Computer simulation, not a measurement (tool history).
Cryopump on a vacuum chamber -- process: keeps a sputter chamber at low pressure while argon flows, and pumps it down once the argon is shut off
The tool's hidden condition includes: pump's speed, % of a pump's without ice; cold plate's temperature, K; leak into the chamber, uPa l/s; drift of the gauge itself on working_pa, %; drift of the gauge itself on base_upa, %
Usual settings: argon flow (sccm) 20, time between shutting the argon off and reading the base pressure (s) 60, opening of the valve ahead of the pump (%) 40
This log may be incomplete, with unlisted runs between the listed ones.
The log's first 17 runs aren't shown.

run,day,argon flow (sccm),time between shutting the argon off and reading the base pressure (s),opening of the valve ahead of the pump (%),hours of work since the pump was warmed up and emptied,hours of work since the cold head was overhauled,hours of work since the chamber's fittings were tightened,pressure while argon flows (Pa),pressure after the wait (uPa)
18,9.871,22,60,40,622,622,564,0.1070,3.07
19,10.425,20,41,22,631,631,572,0.1660,3.94
20,10.854,18,117,54,638,638,579,0.0676,2.36
21,11.458,18,117,54,647,647,588,0.0667,2.36
22,11.933,27,69,30,654,654,596,0.1692,2.99
23,12.708,27,69,30,667,667,608,0.1712,3.02
24,13.262,9,68,22,675,675,616,0.0753,3.11
25,13.921,10,60,18,685,685,627,0.0991,3.21
26,14.629,20,127,17,696,696,638,0.2149,2.42
27,15.429,20,38,36,709,709,650,0.1089,4.37
28,16.112,17,41,46,719,719,661,0.0740,4.08
29,16.712,14,213,46,729,729,670,0.0614,2.23
30,17.258,14,213,46,737,737,679,0.0611,2.23
31,17.700,14,213,46,744,744,685,0.0615,2.24
32,18.154,11,202,30,751,751,692,0.0704,2.26
33,18.862,11,202,30,762,762,703,0.0706,2.29
34,19.550,11,202,30,773,773,714,0.0708,2.34
35,20.029,11,202,30,780,780,722,0.0713,2.31

Consider 3 possible next runs. They are alternatives, not a sequence: every one starts from the tool as it was left by run 35. What does each give?
A,20.800,12,252,26,792,792,734,?,?
B,20.800,9,72,24,792,792,734,?,?
C,20.800,11,202,30,792,792,734,?,?

run,pressure while argon flows (Pa),pressure after the wait (uPa)
A,0.0877,2.23
B,0.0715,3.33
C,0.0707,2.41
The same runs, with their run-to-run variation unchanged, on a tool lacking any hidden condition would have given:
run,pressure while argon flows (Pa),pressure after the wait (uPa)
A,0.0790,0.67
B,0.0649,1.72
C,0.0626,0.79
